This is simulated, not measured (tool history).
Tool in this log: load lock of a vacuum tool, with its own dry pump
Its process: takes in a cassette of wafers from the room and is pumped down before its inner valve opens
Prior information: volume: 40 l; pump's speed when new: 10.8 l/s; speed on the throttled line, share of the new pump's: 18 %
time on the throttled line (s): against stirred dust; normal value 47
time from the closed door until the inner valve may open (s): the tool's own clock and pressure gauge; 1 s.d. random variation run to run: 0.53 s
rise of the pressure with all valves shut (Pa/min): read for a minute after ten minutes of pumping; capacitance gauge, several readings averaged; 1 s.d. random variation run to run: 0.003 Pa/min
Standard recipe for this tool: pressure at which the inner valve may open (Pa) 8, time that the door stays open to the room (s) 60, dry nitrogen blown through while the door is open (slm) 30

run      day  time on the throttled line (s)  pressure at which the inner valve may open (Pa)  time that the door stays open to the room (s)  dry nitrogen blown through while the door is open (slm)  incoming humidity of the room's air, %  time from the closed door until the inner valve may open (s)  rise of the pressure with all valves shut (Pa/min)
  1    0.000                              47                                                8                                             60                                                       30                                    45.6                                                          75.2                                               0.045
  2    6.038                              47                                                8                                             60                                                       30                                    47.4                                                          75.0                                               0.044
  3   12.579                              47                                                8                                             60                                                       30                                    45.0                                                          74.6                                               0.042
  4   18.292                              47                                                8                                             60                                                       30                                    43.7                                                          75.0                                               0.045
  5   25.821                              47                                                8                                             60                                                       30                                    45.2                                                          75.2                                               0.049
  6   29.604                              47                                                8                                             60                                                       30                                    46.5                                                          74.8                                               0.048
  7   37.642                              40                                                8                                             60                                                       30                                    46.7                                                          69.5                                               0.052
  8   45.312                              36                                                8                                             60                                                       30                                    43.5                                                          65.5                                               0.055
  9   53.608                              36                                                8                                             60                                                       30                                    47.5                                                          66.8                                               0.057
 10   60.896                              36                                                8                                             60                                                       30                                    44.3                                                          65.7                                               0.053
 11   66.083                              36                                                8                                             60                                                       30                                    42.8                                                          67.0                                               0.059
 12   69.729                              36                                                8                                             60                                                       30                                    44.8                                                          66.9                                               0.058
 13   77.442                              47                                                7                                             60                                                       30                                    46.5                                                          76.3                                               0.064
 14   81.333                              47                                                7                                            165                                                       30                                    46.1                                                          76.1                                               0.079
 15   88.838                              47                                                8                                             60                                                       30                                    45.2                                                          75.7                                               0.062
 16   95.675                              55                                                9                                             26                                                        7                                    46.1                                                          81.6                                               0.072
 17  101.875                              34                                                8                                             60                                                       40                                    46.8                                                          66.2                                               0.067
 18  107.558                              34                                               11                                             74                                                       40                                    44.1                                                          62.8                                               0.073
 19  111.346                              36                                                7                                            143                                                       44                                    47.2                                                          67.4                                               0.077
 20  117.554                              36                                                7                                            143                                                       44                                    45.7                                                          68.4                                               0.079
 21  124.971                              36                                               10                                            133                                                       44                                    41.1                                                          66.5                                               0.078
 22  132.154                              36                                               10                                            133                                                       44                                    45.0                                                          67.3                                               0.080
 23  137.400                              36                                               10                                            190                                                       21                                    42.3                                                          66.4                                               0.102
 24  144.788                              36                                               10                                            190                                                       21                                    43.5                                                          67.1                                               0.101
 25  148.542                              47                                                8                                             37                                                       30                                    44.9                                                          76.7                                               0.084
 26  156.646                              47                                                8                                             37                                                       30                                    43.4                                                          77.3                                               0.086
 27  161.633                              47                                                8                                             26                                                        5                                    43.5                                                          77.3                                               0.090

What will run 28 give?
 28  167.642                              89                                               13                                             39                                                       30                                    45.5                                                             ?                                                   ?

{"run 28": {"time from the closed door until the inner valve may open (s)": 109.2, "rise of the pressure with all valves shut (Pa/min)": 0.083}}
If the tool had no hidden condition, the same run with the same run-to-run variation would have returned time from the closed door until the inner valve may open (s) 106.7, rise of the pressure with all valves shut (Pa/min) 0.013.

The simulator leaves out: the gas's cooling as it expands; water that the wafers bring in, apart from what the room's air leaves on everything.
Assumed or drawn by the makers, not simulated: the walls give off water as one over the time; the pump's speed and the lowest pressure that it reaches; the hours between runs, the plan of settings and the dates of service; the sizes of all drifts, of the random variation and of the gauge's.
